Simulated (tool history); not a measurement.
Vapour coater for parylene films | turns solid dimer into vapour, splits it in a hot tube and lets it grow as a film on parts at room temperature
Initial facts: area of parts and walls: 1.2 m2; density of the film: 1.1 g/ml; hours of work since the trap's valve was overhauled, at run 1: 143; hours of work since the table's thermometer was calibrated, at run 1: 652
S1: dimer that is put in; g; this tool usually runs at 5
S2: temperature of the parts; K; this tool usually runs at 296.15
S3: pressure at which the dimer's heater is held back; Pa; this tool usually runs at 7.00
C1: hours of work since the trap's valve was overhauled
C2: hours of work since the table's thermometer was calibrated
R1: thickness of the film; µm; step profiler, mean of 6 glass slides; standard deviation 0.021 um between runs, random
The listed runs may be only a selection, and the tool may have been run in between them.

| run | hour | S1 | S2 | S3 | C1 | C2 | R1 |
|---|---|---|---|---|---|---|---|
| 1 | 0.0 | 5 | 296.15 | 7.00 | 143 | 652 | 2.04 |
| 2 | 26.9 | 5 | 296.15 | 7.00 | 163 | 672 | 2.03 |
| 3 | 38.8 | 5 | 296.15 | 5.63 | 172 | 680 | 2.15 |
| 4 | 59.9 | 2 | 296.15 | 7.00 | 187 | 696 | 0.81 |
| 5 | 71.9 | 2 | 296.15 | 7.00 | 196 | 705 | 0.81 |
| 6 | 91.6 | 2 | 296.15 | 7.00 | 210 | 719 | 0.77 |
| 7 | 110.7 | 2 | 296.15 | 7.00 | 225 | 733 | 0.83 |
| 8 | 123.3 | 2 | 296.15 | 7.00 | 234 | 742 | 0.81 |
| 9 | 141.2 | 2 | 296.15 | 7.00 | 247 | 756 | 0.77 |
| 10 | 155.8 | 8 | 296.15 | 4.45 | 258 | 766 | 3.52 |
| 11 | 169.3 | 2 | 302.15 | 7.00 | 267 | 776 | 0.57 |
|  | 187.7 | trap's valve overhauled |
| 12 | 192.0 | 3 | 304.15 | 7.00 | 3 | 790 | 0.90 |
| 13 | 217.3 | 3 | 304.15 | 7.00 | 22 | 808 | 0.88 |
| 14 | 233.6 | 5 | 306.15 | 7.00 | 34 | 820 | 1.34 |
| 15 | 259.8 | 5 | 306.15 | 7.00 | 53 | 839 | 1.34 |
| 16 | 283.1 | 5 | 306.15 | 7.00 | 70 | 856 | 1.30 |
| 17 | 302.6 | 5 | 307.15 | 5.58 | 84 | 871 | 1.31 |

What if the next run were any one of these 5? Each begins from the tool's condition after run 17:
| A | 319.6 | 5 | 296.15 | 11.94 | 97 | 883 | ? |
| B | 319.6 | 4 | 307.15 | 5.58 | 97 | 883 | ? |
| C | 319.6 | 3 | 303.15 | 8.80 | 97 | 883 | ? |
| D | 319.6 | 2 | 293.15 | 3.88 | 97 | 883 | ? |
| E | 319.6 | 3 | 307.15 | 4.29 | 97 | 883 | ? |

| run | R1 |
|---|---|
| A | 1.89 |
| B | 1.04 |
| C | 0.86 |
| D | 1.09 |
| E | 0.86 |
Take away the tool's hidden state, keep each run's random variation, and the runs would have read:
| run | R1 |
|---|---|
| A | 1.91 |
| B | 1.05 |
| C | 0.87 |
| D | 1.11 |
| E | 0.87 |
